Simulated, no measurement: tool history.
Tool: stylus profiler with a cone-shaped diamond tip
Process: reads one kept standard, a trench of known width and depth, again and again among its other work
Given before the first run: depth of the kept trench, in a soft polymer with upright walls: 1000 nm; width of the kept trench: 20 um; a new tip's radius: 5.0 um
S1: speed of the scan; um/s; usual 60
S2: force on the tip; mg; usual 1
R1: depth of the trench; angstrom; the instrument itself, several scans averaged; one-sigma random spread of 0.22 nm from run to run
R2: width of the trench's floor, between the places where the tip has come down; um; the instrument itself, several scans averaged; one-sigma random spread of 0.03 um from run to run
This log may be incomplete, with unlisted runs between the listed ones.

run     day   S1    S2       R1     R2
  1       0   60     1  10061.2  13.46
  2   0.679   60     1  10065.8  13.57
  3   1.304   60     1  10067.7  13.46
  4   2.162   60     1  10065.7  13.52
  5    3.15   60     1  10064.8  13.48
  6   4.021   60     1  10067.7  13.51
  7   4.933   60     1  10064.9  13.54
  8   5.712   60     1  10063.5  13.48
  9   6.221   60     1  10067.7  13.53
 10   6.725   60     1  10065.5  13.54
 11   7.408   60     1  10067.5  13.47
 12   7.912   43     1  10064.3  13.67
 13   8.825   43     1  10066.5  13.59
 14   9.596   17     1  10066.4  13.86
 15  10.325   60  0.43  10036.7  13.19
 16    11.3   60  0.43  10035.4  13.27
 17  12.012   60  0.43  10040.3  13.25
 18  12.617   60  0.43  10033.9   13.2
 19  13.517   60  0.64  10047.6  13.35
 20  14.479   60     1  10067.6  13.53
 21  15.312   60  0.99  10065.1  13.46
 22  16.221   60  0.99  10060.4  13.52
 23    16.7   60  0.99  10066.7  13.45
 24  17.629  154  1.15  10073.5  12.81
 25  18.346  154  1.15  10071.8  12.83
 26  19.329   47  1.41  10079.8  13.66
 27  19.838   86  1.83  10099.6  13.48
 28  20.804   81  2.85    10134  13.58
 29  21.212  182  2.56  10121.9  13.04

The next listed run, before its measurement:
 30  21.775  40  0.53   ?   ?

Run 30 came out at R1 10043 angstrom, R2 13.53 um.
Minus the tool's unlogged condition, the same run would have read R1 10042.8 angstrom, R2 13.54 um.
